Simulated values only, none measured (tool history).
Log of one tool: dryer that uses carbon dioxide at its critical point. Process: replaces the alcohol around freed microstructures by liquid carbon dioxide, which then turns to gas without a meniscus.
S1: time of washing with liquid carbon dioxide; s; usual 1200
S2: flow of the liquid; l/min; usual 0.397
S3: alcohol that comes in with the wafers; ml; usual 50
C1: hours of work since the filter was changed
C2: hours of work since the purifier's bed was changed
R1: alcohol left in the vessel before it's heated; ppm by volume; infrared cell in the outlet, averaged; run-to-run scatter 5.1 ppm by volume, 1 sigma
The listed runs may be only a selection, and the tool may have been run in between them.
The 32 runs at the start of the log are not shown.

{"run": 33, "hour": 1567.5, "S1": 1320, "S2": 0.616, "S3": 30, "C1": 363, "C2": 852, "R1": 141}
{"run": 34, "hour": 1628.8, "S1": 1320, "S2": 0.616, "S3": 30, "C1": 396, "C2": 884, "R1": 136}
{"run": 35, "hour": 1689.5, "S1": 1320, "S2": 0.616, "S3": 30, "C1": 427, "C2": 916, "R1": 144}
{"hour": 1698.7, "done": "purifier's bed changed"}
{"run": 36, "hour": 1736.0, "S1": 1080, "S2": 0.616, "S3": 90, "C1": 450, "C2": 20, "R1": 27}
{"hour": 1752.8, "done": "inlet filter changed"}
{"run": 37, "hour": 1779.6, "S1": 1080, "S2": 0.616, "S3": 90, "C1": 14, "C2": 42, "R1": 15}
{"run": 38, "hour": 1845.7, "S1": 1200, "S2": 0.494, "S3": 41, "C1": 49, "C2": 77, "R1": 31}
{"run": 39, "hour": 1908.6, "S1": 1200, "S2": 0.343, "S3": 50, "C1": 82, "C2": 110, "R1": 182}
{"run": 40, "hour": 1953.3, "S1": 1380, "S2": 0.397, "S3": 50, "C1": 105, "C2": 133, "R1": 47}
{"run": 41, "hour": 2019.2, "S1": 1380, "S2": 0.397, "S3": 50, "C1": 140, "C2": 168, "R1": 57}
{"run": 42, "hour": 2063.2, "S1": 1680, "S2": 0.397, "S3": 50, "C1": 163, "C2": 191, "R1": 42}
{"run": 43, "hour": 2091.7, "S1": 1800, "S2": 0.541, "S3": 50, "C1": 178, "C2": 206, "R1": 43}
{"run": 44, "hour": 2158.7, "S1": 1800, "S2": 0.541, "S3": 50, "C1": 213, "C2": 241, "R1": 46}
{"run": 45, "hour": 2221.9, "S1": 1200, "S2": 0.397, "S3": 102, "C1": 246, "C2": 274, "R1": 209}
{"run": 46, "hour": 2283.4, "S1": 1200, "S2": 0.397, "S3": 102, "C1": 278, "C2": 306, "R1": 221}

Run 47 comes next. What will it give?
{"run": 47, "hour": 2315.4, "S1": 1200, "S2": 0.397, "S3": 102, "C1": 295, "C2": 323, "R1": "?"}

{"run 47": {"R1": 240}}
If the tool had no hidden condition, the same run with the same run-to-run variation would have returned R1 123 ppm by volume.
